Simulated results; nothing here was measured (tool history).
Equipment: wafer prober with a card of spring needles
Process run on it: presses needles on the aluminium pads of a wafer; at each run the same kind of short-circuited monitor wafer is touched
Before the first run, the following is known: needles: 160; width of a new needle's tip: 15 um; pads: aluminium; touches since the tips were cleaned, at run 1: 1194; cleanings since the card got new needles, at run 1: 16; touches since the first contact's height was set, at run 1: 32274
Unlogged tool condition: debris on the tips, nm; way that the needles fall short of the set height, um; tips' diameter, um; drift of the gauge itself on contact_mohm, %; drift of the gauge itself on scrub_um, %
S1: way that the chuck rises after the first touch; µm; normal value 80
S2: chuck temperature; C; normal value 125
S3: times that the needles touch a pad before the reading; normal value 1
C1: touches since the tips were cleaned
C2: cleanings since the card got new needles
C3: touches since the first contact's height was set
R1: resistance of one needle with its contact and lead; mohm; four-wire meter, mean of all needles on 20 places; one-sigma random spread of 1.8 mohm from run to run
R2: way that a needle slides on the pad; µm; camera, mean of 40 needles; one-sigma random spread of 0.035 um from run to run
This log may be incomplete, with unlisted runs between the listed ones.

{"run": 1, "hour": 0.0, "S1": 80, "S2": 125, "S3": 1, "C1": 1194, "C2": 16, "C3": 32274, "R1": 201, "R2": 10.37}
{"hour": 1.9, "done": "tips cleaned on abrasive film"}
{"hour": 6.5, "done": "tips cleaned on abrasive film"}
{"hour": 11.2, "done": "tips cleaned on abrasive film"}
{"hour": 14.9, "done": "tips cleaned on abrasive film"}
{"run": 2, "hour": 16.1, "S1": 80, "S2": 125, "S3": 1, "C1": 576, "C2": 20, "C3": 39551, "R1": 198, "R2": 10.39}
{"hour": 19.0, "done": "tips cleaned on abrasive film"}
{"hour": 23.6, "done": "tips cleaned on abrasive film"}
{"hour": 28.2, "done": "tips cleaned on abrasive film"}
{"hour": 32.9, "done": "tips cleaned on abrasive film"}
{"hour": 37.5, "done": "tips cleaned on abrasive film"}
{"hour": 42.1, "done": "tips cleaned on abrasive film"}
{"run": 3, "hour": 42.4, "S1": 80, "S2": 125, "S3": 1, "C1": 117, "C2": 26, "C3": 51396, "R1": 196, "R2": 10.25}
{"hour": 46.1, "done": "tips cleaned on abrasive film"}
{"hour": 50.7, "done": "tips cleaned on abrasive film"}
{"hour": 54.5, "done": "tips cleaned on abrasive film"}
{"run": 4, "hour": 56.5, "S1": 80, "S2": 125, "S3": 1, "C1": 963, "C2": 29, "C3": 57805, "R1": 203, "R2": 10.32}
{"hour": 58.5, "done": "tips cleaned on abrasive film"}
{"hour": 63.1, "done": "tips cleaned on abrasive film"}
{"hour": 67.7, "done": "tips cleaned on abrasive film"}
{"hour": 72.4, "done": "tips cleaned on abrasive film"}
{"hour": 77.0, "done": "tips cleaned on abrasive film"}
{"hour": 81.0, "done": "tips cleaned on abrasive film"}
{"run": 5, "hour": 81.0, "S1": 80, "S2": 125, "S3": 1, "C1": 0, "C2": 35, "C3": 68825, "R1": 194, "R2": 10.29}
{"hour": 84.7, "done": "tips cleaned on abrasive film"}
{"hour": 89.4, "done": "tips cleaned on abrasive film"}
{"hour": 94.0, "done": "tips cleaned on abrasive film"}
{"run": 6, "hour": 97.0, "S1": 80, "S2": 125, "S3": 2, "C1": 1377, "C2": 38, "C3": 76067, "R1": 202, "R2": 10.16}
{"hour": 98.0, "done": "tips cleaned on abrasive film"}
{"hour": 101.7, "done": "tips cleaned on abrasive film"}
{"hour": 105.4, "done": "tips cleaned on abrasive film"}
{"hour": 110.1, "done": "tips cleaned on abrasive film"}
{"run": 7, "hour": 111.4, "S1": 87, "S2": 125, "S3": 2, "C1": 620, "C2": 42, "C3": 82551, "R1": 197, "R2": 11.08}
{"hour": 114.2, "done": "tips cleaned on abrasive film"}
{"hour": 117.9, "done": "tips cleaned on abrasive film"}
{"hour": 122.6, "done": "tips cleaned on abrasive film"}
{"hour": 126.3, "done": "tips cleaned on abrasive film"}
{"hour": 130.9, "done": "tips cleaned on abrasive film"}
{"hour": 134.7, "done": "tips cleaned on abrasive film"}
{"run": 8, "hour": 136.1, "S1": 87, "S2": 125, "S3": 2, "C1": 688, "C2": 48, "C3": 93711, "R1": 193, "R2": 11.07}
{"hour": 139.0, "done": "tips cleaned on abrasive film"}
{"hour": 143.6, "done": "tips cleaned on abrasive film"}
{"hour": 147.3, "done": "tips cleaned on abrasive film"}
{"hour": 152.0, "done": "tips cleaned on abrasive film"}
{"hour": 156.6, "done": "tips cleaned on abrasive film"}
{"hour": 160.3, "done": "tips cleaned on abrasive film"}
{"run": 9, "hour": 160.9, "S1": 87, "S2": 125, "S3": 2, "C1": 257, "C2": 54, "C3": 104859, "R1": 195, "R2": 11.02}
{"hour": 164.6, "done": "tips cleaned on abrasive film"}
{"hour": 169.2, "done": "tips cleaned on abrasive film"}
{"hour": 169.5, "done": "height of the first contact set anew"}
{"hour": 174.2, "done": "tips cleaned on abrasive film"}
{"hour": 178.1, "done": "tips cleaned on abrasive film"}
{"run": 10, "hour": 178.1, "S1": 70, "S2": 125, "S3": 1, "C1": 0, "C2": 58, "C3": 3865, "R1": 197, "R2": 8.56}
{"hour": 182.7, "done": "tips cleaned on abrasive film"}
{"hour": 186.4, "done": "tips cleaned on abrasive film"}
{"hour": 191.1, "done": "tips cleaned on abrasive film"}
{"hour": 195.7, "done": "tips cleaned on abrasive film"}
{"hour": 200.3, "done": "tips cleaned on abrasive film"}
{"run": 11, "hour": 202.0, "S1": 70, "S2": 77, "S3": 1, "C1": 755, "C2": 63, "C3": 14668, "R1": 203, "R2": 8.53}
{"hour": 204.8, "done": "tips cleaned on abrasive film"}
{"hour": 209.4, "done": "tips cleaned on abrasive film"}
{"hour": 213.2, "done": "tips cleaned on abrasive film"}
{"hour": 217.8, "done": "tips cleaned on abrasive film"}
{"hour": 221.5, "done": "tips cleaned on abrasive film"}
{"run": 12, "hour": 222.3, "S1": 70, "S2": 77, "S3": 1, "C1": 345, "C2": 68, "C3": 23809, "R1": 198, "R2": 8.54}
{"hour": 226.0, "done": "tips cleaned on abrasive film"}
{"hour": 230.6, "done": "tips cleaned on abrasive film"}
{"hour": 234.3, "done": "tips cleaned on abrasive film"}
{"hour": 238.3, "done": "height of the first contact set anew, once more"}
{"hour": 239.3, "done": "tips cleaned on abrasive film"}
{"hour": 243.3, "done": "tips cleaned on abrasive film"}
{"run": 13, "hour": 243.3, "S1": 80, "S2": 125, "S3": 1, "C1": 0, "C2": 73, "C3": 2225, "R1": 194, "R2": 10.52}
{"hour": 247.9, "done": "tips cleaned on abrasive film"}
{"hour": 252.5, "done": "tips cleaned on abrasive film"}
{"hour": 257.2, "done": "tips cleaned on abrasive film"}
{"run": 14, "hour": 259.2, "S1": 73, "S2": 125, "S3": 3, "C1": 931, "C2": 76, "C3": 9439, "R1": 198, "R2": 9.45}
{"hour": 261.1, "done": "tips cleaned on abrasive film"}
{"hour": 264.8, "done": "tips cleaned on abrasive film"}
{"hour": 268.6, "done": "tips cleaned on abrasive film"}
{"hour": 273.2, "done": "tips cleaned on abrasive film"}
{"hour": 276.9, "done": "tips cleaned on abrasive film"}
{"run": 15, "hour": 276.9, "S1": 64, "S2": 85, "S3": 1, "C1": 0, "C2": 81, "C3": 17407, "R1": 194, "R2": 8.25}
{"hour": 280.7, "done": "tips cleaned on abrasive film"}
{"hour": 285.3, "done": "tips cleaned on abrasive film"}
{"hour": 289.9, "done": "tips cleaned on abrasive film"}
{"hour": 294.6, "done": "tips cleaned on abrasive film"}
{"hour": 299.2, "done": "tips cleaned on abrasive film"}
{"run": 16, "hour": 301.4, "S1": 88, "S2": 46, "S3": 2, "C1": 1026, "C2": 86, "C3": 28486, "R1": 183, "R2": 11.37}
{"hour": 303.3, "done": "tips cleaned on abrasive film"}
{"hour": 307.0, "done": "tips cleaned on abrasive film"}
{"hour": 311.7, "done": "tips cleaned on abrasive film"}
{"hour": 315.4, "done": "tips cleaned on abrasive film"}
{"hour": 320.0, "done": "tips cleaned on abrasive film"}
{"run": 17, "hour": 320.2, "S1": 88, "S2": 46, "S3": 2, "C1": 73, "C2": 91, "C3": 36937, "R1": 179, "R2": 11.34}
{"hour": 323.9, "done": "tips cleaned on abrasive film"}
{"hour": 328.6, "done": "tips cleaned on abrasive film"}
{"run": 18, "hour": 331.0, "S1": 80, "S2": 125, "S3": 1, "C1": 1111, "C2": 93, "C3": 41821, "R1": 203, "R2": 10.3}
{"hour": 332.9, "done": "tips cleaned on abrasive film"}
{"hour": 336.6, "done": "tips cleaned on abrasive film"}
{"hour": 341.2, "done": "tips cleaned on abrasive film"}
{"run": 19, "hour": 342.7, "S1": 83, "S2": 40, "S3": 2, "C1": 692, "C2": 96, "C3": 47120, "R1": 182, "R2": 10.71}
{"hour": 345.6, "done": "tips cleaned on abrasive film"}
{"hour": 350.2, "done": "tips cleaned on abrasive film"}
{"hour": 354.8, "done": "tips cleaned on abrasive film"}
{"hour": 358.5, "done": "tips cleaned on abrasive film"}
{"hour": 363.2, "done": "tips cleaned on abrasive film"}
{"run": 20, "hour": 366.5, "S1": 83, "S2": 40, "S3": 2, "C1": 1525, "C2": 101, "C3": 57859, "R1": 187, "R2": 10.65}
{"hour": 367.5, "done": "tips cleaned on abrasive film"}
{"hour": 371.2, "done": "tips cleaned on abrasive film"}
{"hour": 375.8, "done": "tips cleaned on abrasive film"}
{"hour": 379.6, "done": "tips cleaned on abrasive film"}
{"hour": 384.2, "done": "tips cleaned on abrasive film"}
{"hour": 388.8, "done": "tips cleaned on abrasive film"}
{"run": 21, "hour": 392.2, "S1": 78, "S2": 39, "S3": 1, "C1": 1580, "C2": 107, "C3": 69491, "R1": 198, "R2": 9.98}
{"hour": 393.2, "done": "tips cleaned on abrasive film"}
{"hour": 397.9, "done": "tips cleaned on abrasive film"}
{"hour": 402.5, "done": "tips cleaned on abrasive film"}
{"hour": 406.2, "done": "tips cleaned on abrasive film"}
{"run": 22, "hour": 408.5, "S1": 78, "S2": 113, "S3": 2, "C1": 1033, "C2": 111, "C3": 76806, "R1": 199, "R2": 9.94}
{"hour": 410.4, "done": "tips cleaned on abrasive film"}
{"hour": 415.0, "done": "tips cleaned on abrasive film"}
{"hour": 418.7, "done": "tips cleaned on abrasive film"}
{"hour": 423.4, "done": "tips cleaned on abrasive film"}
{"hour": 428.0, "done": "tips cleaned on abrasive film"}
{"hour": 431.7, "done": "tips cleaned on abrasive film"}
{"run": 23, "hour": 431.8, "S1": 78, "S2": 113, "S3": 2, "C1": 28, "C2": 117, "C3": 87305, "R1": 195, "R2": 9.9}
{"hour": 435.5, "done": "tips cleaned on abrasive film"}
{"hour": 440.2, "done": "tips cleaned on abrasive film"}
{"hour": 443.9, "done": "tips cleaned on abrasive film"}
{"run": 24, "hour": 445.5, "S1": 78, "S2": 113, "S3": 2, "C1": 751, "C2": 120, "C3": 93510, "R1": 201, "R2": 9.82}
{"hour": 448.3, "done": "tips cleaned on abrasive film"}
{"hour": 452.1, "done": "tips cleaned on abrasive film"}
{"hour": 456.7, "done": "tips cleaned on abrasive film"}
{"hour": 461.3, "done": "tips cleaned on abrasive film"}
{"run": 25, "hour": 464.7, "S1": 78, "S2": 26, "S3": 2, "C1": 1577, "C2": 124, "C3": 102207, "R1": 186, "R2": 9.79}

Consider 3 possible next runs. They are alternatives, not a sequence: every one starts from the tool as it was left by run 25. What does each give?
{"hour": 465.7, "done": "tips cleaned on abrasive film"}
{"hour": 469.5, "done": "tips cleaned on abrasive film"}
{"hour": 474.1, "done": "tips cleaned on abrasive film"}
{"run": "A", "hour": 476.7, "S1": 85, "S2": 88, "S3": 2, "C1": 1182, "C2": 127, "C3": 107578, "R1": "?", "R2": "?"}
{"hour": 465.7, "done": "tips cleaned on abrasive film"}
{"hour": 469.5, "done": "tips cleaned on abrasive film"}
{"hour": 474.1, "done": "tips cleaned on abrasive film"}
{"run": "B", "hour": 476.7, "S1": 66, "S2": 27, "S3": 3, "C1": 1182, "C2": 127, "C3": 107578, "R1": "?", "R2": "?"}
{"hour": 465.7, "done": "tips cleaned on abrasive film"}
{"hour": 469.5, "done": "tips cleaned on abrasive film"}
{"hour": 474.1, "done": "tips cleaned on abrasive film"}
{"run": "C", "hour": 476.7, "S1": 74, "S2": 26, "S3": 1, "C1": 1182, "C2": 127, "C3": 107578, "R1": "?", "R2": "?"}

run=A R1=196 R2=10.73
run=B R1=187 R2=8.31
run=C R1=197 R2=9.26
Without the tool's unlogged condition, the same runs would have read:
run=A R1=184 R2=11.13
run=B R1=174 R2=8.71
run=C R1=173 R2=9.65

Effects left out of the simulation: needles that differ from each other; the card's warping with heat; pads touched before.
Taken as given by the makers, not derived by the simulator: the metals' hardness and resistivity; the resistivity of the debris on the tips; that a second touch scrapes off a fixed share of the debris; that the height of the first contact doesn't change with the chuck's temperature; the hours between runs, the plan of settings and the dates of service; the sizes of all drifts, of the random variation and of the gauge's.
